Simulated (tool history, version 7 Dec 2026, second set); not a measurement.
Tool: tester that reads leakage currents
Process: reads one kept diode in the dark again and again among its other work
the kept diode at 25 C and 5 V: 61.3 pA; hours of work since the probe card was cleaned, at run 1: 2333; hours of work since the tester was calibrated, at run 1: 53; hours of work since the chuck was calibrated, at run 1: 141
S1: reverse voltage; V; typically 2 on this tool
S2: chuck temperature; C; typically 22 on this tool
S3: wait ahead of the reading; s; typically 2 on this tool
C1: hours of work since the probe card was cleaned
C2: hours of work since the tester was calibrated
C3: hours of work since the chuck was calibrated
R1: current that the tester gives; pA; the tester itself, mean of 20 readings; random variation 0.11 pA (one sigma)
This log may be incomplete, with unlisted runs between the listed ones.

Run 1, hour 0: usual settings; C1 2333; C2 53; C3 141. Result: R1 36.17 pA.
Run 2, hour 63.7: usual settings; C1 2370; C2 90; C3 178. Result: R1 36.04 pA.
Run 3, hour 164.4: usual settings; C1 2429; C2 148; C3 236. Result: R1 36.29 pA.
Run 4, hour 219.9: usual settings but S1 1.77 V; C1 2461; C2 180; C3 268. Result: R1 33.9 pA.
Run 5, hour 322: usual settings but S1 1.77 V; C1 2520; C2 240; C3 327. Result: R1 34.21 pA.
At hour 344.5: probe card cleaned and baked.
Run 6, hour 405.2: usual settings but S1 1.77 V; C1 35; C2 286; C3 374. Result: R1 29.11 pA.
Run 7, hour 492.3: usual settings; C1 86; C2 337; C3 424. Result: R1 30.94 pA.
Run 8, hour 585.4: usual settings but S3 9.53 s; C1 140; C2 391; C3 478. Result: R1 30.71 pA.
Run 9, hour 637.5: usual settings but S3 9.53 s; C1 170; C2 421; C3 509. Result: R1 30.67 pA.
Run 10, hour 742.1: usual settings but S3 9.53 s; C1 231; C2 482; C3 569. Result: R1 30.65 pA.
Run 11, hour 810.1: usual settings but S2 23 C; C1 270; C2 521; C3 609. Result: R1 33.63 pA.
Run 12, hour 869.3: usual settings but S2 23 C; C1 304; C2 555; C3 643. Result: R1 33.53 pA.
Run 13, hour 967.5: usual settings but S2 23 C; C1 361; C2 612; C3 700. Result: R1 33.56 pA.
Run 14, hour 1067.9: usual settings but S1 1.22 V, S2 23 C; C1 419; C2 670; C3 758. Result: R1 26.57 pA.
Run 15, hour 1124.4: usual settings but S3 3.43 s; C1 452; C2 703; C3 791. Result: R1 30.86 pA.
Run 16, hour 1228: usual settings but S3 3.43 s; C1 512; C2 763; C3 851. Result: R1 30.81 pA.
Run 17, hour 1298.5: usual settings but S3 3.43 s; C1 553; C2 804; C3 892. Result: R1 31.01 pA.
At hour 1310.8: tester calibrated.
Run 18, hour 1379.7: usual settings; C1 599; C2 40; C3 938. Result: R1 31.02 pA.
Run 19, hour 1453.2: usual settings; C1 642; C2 83; C3 980. Result: R1 30.92 pA.
Run 20, hour 1511.9: usual settings; C1 676; C2 117; C3 1014. Result: R1 31.1 pA.
Run 21, hour 1618.8: usual settings but S1 6.6 V, S2 40 C, S3 1.8 s; C1 738; C2 179; C3 1076. Result: R1 227.59 pA.
Run 22, hour 1718.3: usual settings but S1 6.6 V, S2 40 C, S3 1.8 s; C1 795; C2 236; C3 1134. Result: R1 226.73 pA.
Run 23, hour 1809.1: usual settings but S1 6.57 V, S2 24 C, S3 8.95 s; C1 848; C2 289; C3 1187. Result: R1 65.71 pA.
At hour 1860.2: tester calibrated, once more.
Run 24, hour 1918.5: usual settings but S1 6.57 V, S2 24 C, S3 0.32 s; C1 910; C2 34; C3 1249. Result: R1 69.74 pA.
Run 25, hour 1992.2: usual settings but S1 5.67 V, S2 30 C, S3 0.4 s; C1 953; C2 77; C3 1292. Result: R1 100.5 pA.
Run 26, hour 2082.2: usual settings but S1 5.67 V, S2 30 C, S3 4.67 s; C1 1005; C2 129; C3 1344. Result: R1 97.52 pA.
Run 27, hour 2131.3: usual settings but S1 2.63 V, S2 30 C, S3 1.47 s; C1 1034; C2 157; C3 1373. Result: R1 67.28 pA.
Run 28, hour 2188.3: usual settings but S1 2.63 V, S2 30 C, S3 1.47 s; C1 1067; C2 190; C3 1406. Result: R1 67.21 pA.
Run 29, hour 2259.5: usual settings but S2 24 C; C1 1108; C2 232; C3 1447. Result: R1 36.4 pA.
Run 30, hour 2333.7: usual settings but S1 1.63 V, S3 1.14 s; C1 1151; C2 275; C3 1490. Result: R1 28.25 pA.
Run 31, hour 2445.1: usual settings but S1 1.63 V, S3 1.14 s; C1 1216; C2 339; C3 1554. Result: R1 28.18 pA.
At hour 2471: chuck's temperature calibrated.
Run 32, hour 2503.3: usual settings but S1 9.64 V, S3 0.88 s; C1 1248; C2 372; C3 19. Result: R1 78.87 pA.
Run 33, hour 2610.3: usual settings but S1 3.71 V, S2 48 C, S3 2.53 s; C1 1310; C2 434; C3 81. Result: R1 332.98 pA.
Run 34, hour 2698.4: usual settings but S1 1.42 V, S3 0.88 s; C1 1362; C2 485; C3 132. Result: R1 28.79 pA.
Run 35, hour 2803.7: usual settings but S1 4.37 V, S3 0.88 s; C1 1423; C2 546; C3 193. Result: R1 51.2 pA.
Run 36, hour 2893.5: usual settings but S1 4.37 V, S3 0.88 s; C1 1475; C2 598; C3 245. Result: R1 51.64 pA.
Run 37, hour 2940.2: usual settings but S1 4.37 V, S3 0.63 s; C1 1502; C2 625; C3 272. Result: R1 51.99 pA.
Run 38, hour 3016.5: usual settings but S1 13.01 V, S3 5.72 s; C1 1546; C2 669; C3 316. Result: R1 92.53 pA.
Run 39, hour 3120.2: usual settings but S1 1.39 V, S3 5.72 s; C1 1606; C2 729; C3 376. Result: R1 27.98 pA.
Run 40, hour 3174.2: usual settings but S1 1.17 V, S2 23 C, S3 7.54 s; C1 1637; C2 761; C3 408. Result: R1 27.83 pA.

What if the next run were any one of these 4? Each begins from the tool's condition after run 40:
Run A, hour 3258.7: usual settings but S1 9.04 V; C1 1686; C2 810; C3 457. Result: R1 ?.
Run B, hour 3258.7: usual settings but S1 2.46 V, S2 23 C, S3 7.54 s; C1 1686; C2 810; C3 457. Result: R1 ?.
Run C, hour 3258.7: usual settings but S1 1.17 V, S2 26 C, S3 0.69 s; C1 1686; C2 810; C3 457. Result: R1 ?.
Run D, hour 3258.7: usual settings but S1 10.76 V, S2 23 C, S3 1.93 s; C1 1686; C2 810; C3 457. Result: R1 ?.

run     R1
  A  77.17
  B  40.67
  C  35.78
  D  91.08
Had the tool no hidden state, the same runs would have come out as:
run     R1
  A  63.06
  B  37.57
  C  34.89
  D   74.3

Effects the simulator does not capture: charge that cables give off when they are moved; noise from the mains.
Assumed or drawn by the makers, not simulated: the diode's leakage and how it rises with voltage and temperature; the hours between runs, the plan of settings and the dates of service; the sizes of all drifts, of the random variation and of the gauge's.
